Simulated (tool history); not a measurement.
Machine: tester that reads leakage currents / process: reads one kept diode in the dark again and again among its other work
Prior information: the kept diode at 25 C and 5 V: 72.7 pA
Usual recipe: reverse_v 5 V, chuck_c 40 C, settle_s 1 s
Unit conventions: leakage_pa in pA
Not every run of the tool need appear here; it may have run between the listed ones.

| run | hour | reverse_v | chuck_c | settle_s | leakage_pa |
|---|---|---|---|---|---|
| 1 | 0 | 5 | 40 | 1 | 251.86 |
| 2 | 51.9 | 5 | 40 | 6.17 | 249.58 |
| 3 | 98.4 | 5 | 40 | 6.17 | 250.64 |
| 4 | 148.8 | 5 | 40 | 6.17 | 250.25 |
| 5 | 183.1 | 5 | 40 | 6.17 | 249.59 |
| 6 | 243.7 | 5 | 40 | 6.17 | 250.22 |
| 7 | 322.5 | 5 | 40 | 6.17 | 249.27 |
| 8 | 384.5 | 5 | 40 | 6.17 | 249.78 |
| 9 | 459.5 | 5 | 40 | 6.17 | 246.79 |
| 10 | 517.4 | 5 | 40 | 6.17 | 246.19 |
| 11 | 563.5 | 5 | 40 | 1 | 247.11 |
| 12 | 628.1 | 5 | 40 | 1 | 246.08 |
| 13 | 689.4 | 5 | 40 | 2.06 | 244.7 |
| 14 | 741.2 | 5.82 | 40 | 2.06 | 260.59 |
| 15 | 776.3 | 5.82 | 40 | 2.06 | 258.36 |
| 16 | 824.6 | 1.23 | 58 | 1.79 | 545.79 |
| 17 | 903.2 | 1.23 | 58 | 1.79 | 544.09 |
| 18 | 946.8 | 1.72 | 25 | 1.79 | 52.8 |
| 19 | 1013.3 | 1.72 | 25 | 1.79 | 52.98 |
| 20 | 1079.8 | 16.1 | 20 | 1.79 | 104.79 |
| 21 | 1151.2 | 2.41 | 56 | 0.75 | 587.04 |
| 22 | 1224.2 | 8.69 | 56 | 0.75 | 904.77 |
| 23 | 1301.5 | 8.69 | 46 | 0.75 | 453.84 |
| 24 | 1371.1 | 4.43 | 46 | 1.41 | 355.85 |
|  | 1379.2 | probe card cleaned and baked |
| 25 | 1448.3 | 12.39 | 40 | 5.47 | 306.97 |
| 26 | 1514.6 | 12.39 | 40 | 5.47 | 305.7 |
| 27 | 1552.8 | 12.39 | 40 | 5.47 | 306.37 |
| 28 | 1616.7 | 4.22 | 40 | 1 | 213.69 |

Run 29 has not been measured yet. What should we expect?
| 29 | 1662.7 | 4.22 | 40 | 1 | ? |

leakage_pa: 213.81 pA
The same run, on a tool lacking any hidden state, would have yielded leakage_pa 229.02 pA.

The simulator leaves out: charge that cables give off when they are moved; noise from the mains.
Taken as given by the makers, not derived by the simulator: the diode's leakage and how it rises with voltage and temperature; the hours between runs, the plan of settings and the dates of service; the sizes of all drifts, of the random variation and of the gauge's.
